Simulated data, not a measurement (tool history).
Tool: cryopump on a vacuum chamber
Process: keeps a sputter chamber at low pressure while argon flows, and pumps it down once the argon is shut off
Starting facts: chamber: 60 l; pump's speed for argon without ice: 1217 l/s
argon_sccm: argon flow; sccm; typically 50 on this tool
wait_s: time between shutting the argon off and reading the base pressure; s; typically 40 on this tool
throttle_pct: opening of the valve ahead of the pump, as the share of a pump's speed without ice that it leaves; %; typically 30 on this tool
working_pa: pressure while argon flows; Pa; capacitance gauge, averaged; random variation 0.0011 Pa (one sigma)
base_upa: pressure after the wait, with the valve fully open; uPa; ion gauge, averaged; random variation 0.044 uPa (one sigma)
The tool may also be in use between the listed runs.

run	hour	argon_sccm	wait_s	throttle_pct	working_pa	base_upa
1	0	50	40	30	0.2347	2.77
2	24.7	50	40	30	0.2358	2.81
3	47.7	50	40	30	0.2371	2.83
4	74.9	50	40	30	0.2362	2.83
5	94.3	50	40	27	0.2641	2.89
6	127.2	50	40	27	0.2654	2.84
7	153.4	57	40	37	0.2237	2.82
8	180.3	50	151	20	0.3594	1.12
9	200.3	50	151	20	0.3528	1.12
10	217.5	50	151	20	0.3529	1.15
11	242.7	92	22	21	0.6287	4.95
12	270	85	22	21	0.5764	4.66

Predict each of these 5 candidate next runs independently; none follows another, all start after run 12:
A	297.5	63	234	18	?	?
B	297.5	61	40	35	?	?
C	297.5	38	117	34	?	?
D	297.5	61	77	27	?	?
E	297.5	82	40	23	?	?

run	working_pa	base_upa
A	0.4979	0.95
B	0.2562	2.96
C	0.1633	1.33
D	0.3276	1.73
E	0.5136	2.84
With the hidden condition removed and each run's random variation left untouched, the same runs would have given:
run	working_pa	base_upa
A	0.4837	0.66
B	0.2424	2.67
C	0.1547	1.04
D	0.3138	1.45
E	0.495	2.55
